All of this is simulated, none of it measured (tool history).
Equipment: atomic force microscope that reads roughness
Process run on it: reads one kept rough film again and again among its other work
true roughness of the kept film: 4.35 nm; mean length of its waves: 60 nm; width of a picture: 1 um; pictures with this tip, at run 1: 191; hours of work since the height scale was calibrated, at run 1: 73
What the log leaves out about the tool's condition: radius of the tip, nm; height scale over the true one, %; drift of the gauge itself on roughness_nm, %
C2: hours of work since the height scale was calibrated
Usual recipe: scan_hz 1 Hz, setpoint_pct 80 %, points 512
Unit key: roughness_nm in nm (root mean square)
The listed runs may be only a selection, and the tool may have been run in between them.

{"run": 1, "hour": 0.0, "scan_hz": 1, "setpoint_pct": 80, "points": 512, "pictures with this tip": 191, "C2": 73, "roughness_nm": 3.661}
{"run": 2, "hour": 13.0, "scan_hz": 1, "setpoint_pct": 80, "points": 512, "pictures with this tip": 211, "C2": 82, "roughness_nm": 3.616}
{"hour": 15.6, "done": "new tip fitted"}
{"run": 3, "hour": 22.1, "scan_hz": 1, "setpoint_pct": 80, "points": 512, "pictures with this tip": 10, "C2": 89, "roughness_nm": 3.93}
{"run": 4, "hour": 34.4, "scan_hz": 1, "setpoint_pct": 62, "points": 512, "pictures with this tip": 29, "C2": 98, "roughness_nm": 4.034}
{"run": 5, "hour": 42.3, "scan_hz": 1, "setpoint_pct": 62, "points": 512, "pictures with this tip": 41, "C2": 104, "roughness_nm": 4.012}
{"run": 6, "hour": 58.5, "scan_hz": 1, "setpoint_pct": 65, "points": 512, "pictures with this tip": 66, "C2": 116, "roughness_nm": 3.97}
{"run": 7, "hour": 71.0, "scan_hz": 1, "setpoint_pct": 65, "points": 512, "pictures with this tip": 85, "C2": 126, "roughness_nm": 3.91}
{"run": 8, "hour": 83.4, "scan_hz": 1, "setpoint_pct": 65, "points": 512, "pictures with this tip": 104, "C2": 135, "roughness_nm": 3.919}
{"run": 9, "hour": 91.5, "scan_hz": 1, "setpoint_pct": 80, "points": 769, "pictures with this tip": 117, "C2": 141, "roughness_nm": 3.765}
{"run": 10, "hour": 99.3, "scan_hz": 3.33, "setpoint_pct": 80, "points": 512, "pictures with this tip": 129, "C2": 147, "roughness_nm": 3.299}
{"run": 11, "hour": 113.4, "scan_hz": 3.33, "setpoint_pct": 80, "points": 512, "pictures with this tip": 151, "C2": 158, "roughness_nm": 3.252}
{"run": 12, "hour": 120.3, "scan_hz": 3.33, "setpoint_pct": 80, "points": 512, "pictures with this tip": 161, "C2": 163, "roughness_nm": 3.234}
{"run": 13, "hour": 131.9, "scan_hz": 1, "setpoint_pct": 80, "points": 512, "pictures with this tip": 179, "C2": 171, "roughness_nm": 3.649}
{"run": 14, "hour": 140.1, "scan_hz": 1, "setpoint_pct": 80, "points": 342, "pictures with this tip": 192, "C2": 178, "roughness_nm": 3.665}
{"run": 15, "hour": 148.2, "scan_hz": 1, "setpoint_pct": 80, "points": 512, "pictures with this tip": 204, "C2": 184, "roughness_nm": 3.631}
{"hour": 154.7, "done": "new tip fitted"}
{"run": 16, "hour": 164.8, "scan_hz": 1, "setpoint_pct": 80, "points": 512, "pictures with this tip": 15, "C2": 196, "roughness_nm": 3.94}
{"run": 17, "hour": 175.2, "scan_hz": 1, "setpoint_pct": 80, "points": 512, "pictures with this tip": 31, "C2": 204, "roughness_nm": 3.892}
{"run": 18, "hour": 190.3, "scan_hz": 1, "setpoint_pct": 80, "points": 512, "pictures with this tip": 55, "C2": 215, "roughness_nm": 3.857}
{"run": 19, "hour": 199.9, "scan_hz": 3.24, "setpoint_pct": 61, "points": 443, "pictures with this tip": 70, "C2": 222, "roughness_nm": 3.795}
{"run": 20, "hour": 210.3, "scan_hz": 3.24, "setpoint_pct": 61, "points": 443, "pictures with this tip": 86, "C2": 230, "roughness_nm": 3.752}
{"run": 21, "hour": 218.0, "scan_hz": 3.24, "setpoint_pct": 61, "points": 443, "pictures with this tip": 98, "C2": 236, "roughness_nm": 3.759}
{"run": 22, "hour": 225.1, "scan_hz": 2.4, "setpoint_pct": 67, "points": 512, "pictures with this tip": 109, "C2": 241, "roughness_nm": 3.721}
{"run": 23, "hour": 235.9, "scan_hz": 0.75, "setpoint_pct": 73, "points": 392, "pictures with this tip": 125, "C2": 249, "roughness_nm": 3.827}
{"run": 24, "hour": 243.6, "scan_hz": 0.97, "setpoint_pct": 80, "points": 625, "pictures with this tip": 137, "C2": 255, "roughness_nm": 3.738}
{"run": 25, "hour": 255.0, "scan_hz": 0.97, "setpoint_pct": 80, "points": 432, "pictures with this tip": 155, "C2": 264, "roughness_nm": 3.723}
{"run": 26, "hour": 265.5, "scan_hz": 0.97, "setpoint_pct": 66, "points": 644, "pictures with this tip": 171, "C2": 272, "roughness_nm": 3.787}
{"run": 27, "hour": 277.6, "scan_hz": 1, "setpoint_pct": 80, "points": 277, "pictures with this tip": 190, "C2": 281, "roughness_nm": 3.634}
{"run": 28, "hour": 287.2, "scan_hz": 1, "setpoint_pct": 80, "points": 277, "pictures with this tip": 205, "C2": 288, "roughness_nm": 3.593}
{"hour": 293.6, "done": "new tip fitted"}
{"run": 29, "hour": 302.3, "scan_hz": 3.15, "setpoint_pct": 80, "points": 512, "pictures with this tip": 13, "C2": 299, "roughness_nm": 3.489}
{"run": 30, "hour": 317.3, "scan_hz": 3.52, "setpoint_pct": 77, "points": 512, "pictures with this tip": 36, "C2": 310, "roughness_nm": 3.476}
{"run": 31, "hour": 329.1, "scan_hz": 3.52, "setpoint_pct": 77, "points": 512, "pictures with this tip": 55, "C2": 319, "roughness_nm": 3.464}
{"run": 32, "hour": 338.7, "scan_hz": 3.52, "setpoint_pct": 77, "points": 512, "pictures with this tip": 69, "C2": 326, "roughness_nm": 3.426}
{"run": 33, "hour": 350.0, "scan_hz": 3.52, "setpoint_pct": 77, "points": 512, "pictures with this tip": 87, "C2": 335, "roughness_nm": 3.407}
{"run": 34, "hour": 362.7, "scan_hz": 2.29, "setpoint_pct": 79, "points": 312, "pictures with this tip": 106, "C2": 344, "roughness_nm": 3.532}
{"run": 35, "hour": 378.6, "scan_hz": 2.29, "setpoint_pct": 79, "points": 312, "pictures with this tip": 131, "C2": 356, "roughness_nm": 3.52}
{"run": 36, "hour": 385.9, "scan_hz": 0.67, "setpoint_pct": 82, "points": 330, "pictures with this tip": 142, "C2": 362, "roughness_nm": 3.764}

Forecast each of these 3 alternatives for the next run:
{"run": "A", "hour": 398.5, "scan_hz": 0.86, "setpoint_pct": 80, "points": 361, "pictures with this tip": 162, "C2": 371, "roughness_nm": "?"}
{"run": "B", "hour": 398.5, "scan_hz": 0.96, "setpoint_pct": 79, "points": 765, "pictures with this tip": 162, "C2": 371, "roughness_nm": "?"}
{"run": "C", "hour": 398.5, "scan_hz": 1, "setpoint_pct": 62, "points": 512, "pictures with this tip": 162, "C2": 371, "roughness_nm": "?"}

run=A roughness_nm=3.723
run=B roughness_nm=3.707
run=C roughness_nm=3.873
What these runs would have given with no unlogged condition in the tool:
run=A roughness_nm=3.997
run=B roughness_nm=3.98
run=C roughness_nm=4.157

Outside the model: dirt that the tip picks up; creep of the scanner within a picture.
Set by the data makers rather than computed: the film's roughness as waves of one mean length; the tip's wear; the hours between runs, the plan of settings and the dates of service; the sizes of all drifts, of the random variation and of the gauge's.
